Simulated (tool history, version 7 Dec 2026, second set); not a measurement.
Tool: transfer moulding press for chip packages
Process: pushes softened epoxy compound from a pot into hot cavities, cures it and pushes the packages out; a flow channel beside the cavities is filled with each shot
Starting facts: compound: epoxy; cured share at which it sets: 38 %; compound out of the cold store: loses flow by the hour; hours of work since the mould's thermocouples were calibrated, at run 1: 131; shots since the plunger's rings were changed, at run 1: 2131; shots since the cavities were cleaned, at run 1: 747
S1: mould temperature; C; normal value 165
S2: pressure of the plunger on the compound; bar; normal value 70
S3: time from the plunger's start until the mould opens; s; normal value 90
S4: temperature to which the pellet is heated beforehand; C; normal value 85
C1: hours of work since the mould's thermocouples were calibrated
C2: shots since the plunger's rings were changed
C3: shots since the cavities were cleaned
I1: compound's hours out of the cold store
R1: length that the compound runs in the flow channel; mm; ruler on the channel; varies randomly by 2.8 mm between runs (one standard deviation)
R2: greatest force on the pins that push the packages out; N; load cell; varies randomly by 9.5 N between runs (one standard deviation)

Run 1, hour 0: usual settings; C1 131; C2 2131; C3 747; I1 28. Result: R1 665 mm, R2 580 N.
Run 2, hour 13.1: usual settings; C1 138; C2 2285; C3 901; I1 20.7. Result: R1 696 mm, R2 623 N.
At hour 18.3: cavities cleaned with cleaning compound and waxed.
Run 3, hour 30.1: usual settings; C1 147; C2 2467; C3 139; I1 9.7. Result: R1 731 mm, R2 754 N.
Run 4, hour 46.7: usual settings; C1 156; C2 2661; C3 333; I1 9. Result: R1 725 mm, R2 727 N.
At hour 54.8: cavities cleaned with cleaning compound and waxed, once more.
Run 5, hour 60.6: usual settings; C1 163; C2 2807; C3 68; I1 9.1. Result: R1 731 mm, R2 462 N.
Run 6, hour 74.7: usual settings; C1 171; C2 2972; C3 233; I1 23.4. Result: R1 684 mm, R2 490 N.
Run 7, hour 88.8: usual settings; C1 179; C2 3137; C3 398; I1 24.3. Result: R1 679 mm, R2 525 N.
Run 8, hour 98.5: usual settings; C1 185; C2 3250; C3 511; I1 14.9. Result: R1 710 mm, R2 552 N.
Run 9, hour 118.2: usual settings; C1 196; C2 3481; C3 742; I1 41.7. Result: R1 620 mm, R2 581 N.
Run 10, hour 134.1: usual settings; C1 205; C2 3668; C3 929; I1 31.2. Result: R1 651 mm, R2 607 N.
At hour 137.3: cavities cleaned with cleaning compound and waxed.
Run 11, hour 147.4: usual settings but S1 160 C, S2 55.3 bar, S3 85 s, S4 76 C; C1 212; C2 3806; C3 118; I1 33. Result: R1 582 mm, R2 602 N.
Run 12, hour 156.1: usual settings but S1 160 C, S2 55.3 bar, S3 85 s, S4 76 C; C1 217; C2 3908; C3 220; I1 20.7. Result: R1 623 mm, R2 659 N.
Run 13, hour 164.1: usual settings but S1 160 C, S2 55.3 bar, S3 85 s, S4 76 C; C1 222; C2 4003; C3 315; I1 30.7. Result: R1 588 mm, R2 676 N.
Run 14, hour 179.1: usual settings but S1 159 C, S2 67.9 bar; C1 230; C2 4179; C3 491; I1 32.2. Result: R1 652 mm, R2 682 N.
Run 15, hour 195.6: usual settings but S3 80 s, S4 86 C; C1 240; C2 4371; C3 683; I1 20.3. Result: R1 679 mm, R2 657 N.
Run 16, hour 207.8: usual settings but S3 80 s, S4 86 C; C1 246; C2 4515; C3 827; I1 11.1. Result: R1 715 mm, R2 661 N.
At hour 220: cavities cleaned with cleaning compound and waxed.
Run 17, hour 229.1: usual settings but S1 166 C, S3 97 s, S4 86 C; C1 258; C2 4747; C3 106; I1 40.9. Result: R1 615 mm, R2 430 N.
Run 18, hour 238.7: usual settings but S1 173 C, S3 112 s, S4 89 C; C1 263; C2 4860; C3 219; I1 47.2. Result: R1 580 mm, R2 442 N.
Run 19, hour 254.6: usual settings but S1 173 C, S3 112 s, S4 89 C; C1 272; C2 5046; C3 405; I1 26.4. Result: R1 634 mm, R2 474 N.

Take each entry between the runs: how does the hidden state at the last listed run before it differ from the hidden state at the first listed run after it?
In the gap between runs 2 and 3: cavities cleaned with cleaning compound and waxed (hour 18.3)
  true mould temperature over the reading, C: 0.22 -> 0.23; pressure that reaches the compound, % of what is set: 95.8 -> 95.5; grip of the stained cavities, % over clean ones': 42.3 -> 70
  measured result minus the result with no hidden state, R1: -15 -> -18 mm; R2: +183 -> +307 N
In the gap between runs 4 and 5: cavities cleaned with cleaning compound and waxed, once more (hour 54.8)
  true mould temperature over the reading, C: 0.23 -> 0.24; pressure that reaches the compound, % of what is set: 95.2 -> 94.96; grip of the stained cavities, % over clean ones': 69.3 -> 5.2
  measured result minus the result with no hidden state, R1: -19 -> -20 mm; R2: +296 -> +20 N
In the gap between runs 10 and 11: cavities cleaned with cleaning compound and waxed (hour 137.3)
  true mould temperature over the reading, C: 0.28 -> 0.29; pressure that reaches the compound, % of what is set: 93.62 -> 93.4; grip of the stained cavities, % over clean ones': 43.2 -> 9.1
  measured result minus the result with no hidden state, R1: -23 -> -21 mm; R2: +182 -> +41 N
In the gap between runs 16 and 17: cavities cleaned with cleaning compound and waxed (hour 220)
  true mould temperature over the reading, C: 0.32 -> 0.33; pressure that reaches the compound, % of what is set: 92.25 -> 91.88; grip of the stained cavities, % over clean ones': 39.8 -> 8.3
  measured result minus the result with no hidden state, R1: -30 -> -27 mm; R2: +182 -> +32 N
